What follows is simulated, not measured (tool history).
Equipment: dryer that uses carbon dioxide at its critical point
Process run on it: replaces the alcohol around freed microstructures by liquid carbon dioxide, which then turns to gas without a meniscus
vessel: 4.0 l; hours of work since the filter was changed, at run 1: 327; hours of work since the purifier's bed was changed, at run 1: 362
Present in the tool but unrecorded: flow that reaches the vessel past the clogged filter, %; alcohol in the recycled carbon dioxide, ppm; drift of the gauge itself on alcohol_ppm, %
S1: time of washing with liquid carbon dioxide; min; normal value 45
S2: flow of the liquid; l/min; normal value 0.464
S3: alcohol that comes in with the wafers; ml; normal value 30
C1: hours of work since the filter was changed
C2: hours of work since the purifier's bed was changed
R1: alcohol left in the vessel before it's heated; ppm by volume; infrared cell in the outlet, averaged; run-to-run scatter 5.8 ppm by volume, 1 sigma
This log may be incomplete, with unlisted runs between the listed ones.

run	hour	S1	S2	S3	C1	C2	R1
1	0	45	0.464	30	327	362	411
2	19	45	0.464	30	336	371	417
3	37.9	45	0.464	30	345	381	414
4	65.2	45	0.464	30	359	394	430
5	94.5	60	0.464	30	373	408	245
6	114.2	45	0.464	31	383	418	442
7	128.3	45	0.464	31	390	425	469
8	144.5	45	0.464	31	398	433	452
# hour 158: inlet filter changed
9	163.6	45	0.464	31	3	442	344
10	176.7	45	0.464	31	9	449	339
11	193	68	0.464	30	17	457	187
12	210	68	0.486	30	26	465	197
13	224.2	68	0.486	30	33	472	195
14	248.8	71	0.501	45	45	484	193
15	264	68	0.414	29	52	492	218
16	281.2	68	0.414	29	61	500	226
17	311.7	68	0.414	29	76	515	238
18	338.4	68	0.43	65	89	528	310
19	358	68	0.43	65	99	538	301
20	383	34	0.432	30	111	550	812
21	408	34	0.432	30	123	563	809
22	423.5	48	0.759	55	131	570	227
23	436.5	53	0.421	113	137	577	846
24	456.3	42	0.464	30	147	586	475
25	470.1	42	0.464	30	154	593	493
26	501.5	41	0.641	26	169	609	261

Each row is a separate what-if for the run after 26, all from the same tool condition, not one after another. Results?
A	527.6	45	0.464	65	182	622	?
B	527.6	41	0.641	51	182	622	?
C	527.6	45	0.551	30	182	622	?
D	527.6	71	0.464	103	182	622	?
E	527.6	44	0.641	26	182	622	?

run	R1
A	694
B	350
C	320
D	309
E	263
With the hidden condition removed and each run's random variation left untouched, the same runs would have given:
run	R1
A	399
B	108
C	84
D	74
E	37

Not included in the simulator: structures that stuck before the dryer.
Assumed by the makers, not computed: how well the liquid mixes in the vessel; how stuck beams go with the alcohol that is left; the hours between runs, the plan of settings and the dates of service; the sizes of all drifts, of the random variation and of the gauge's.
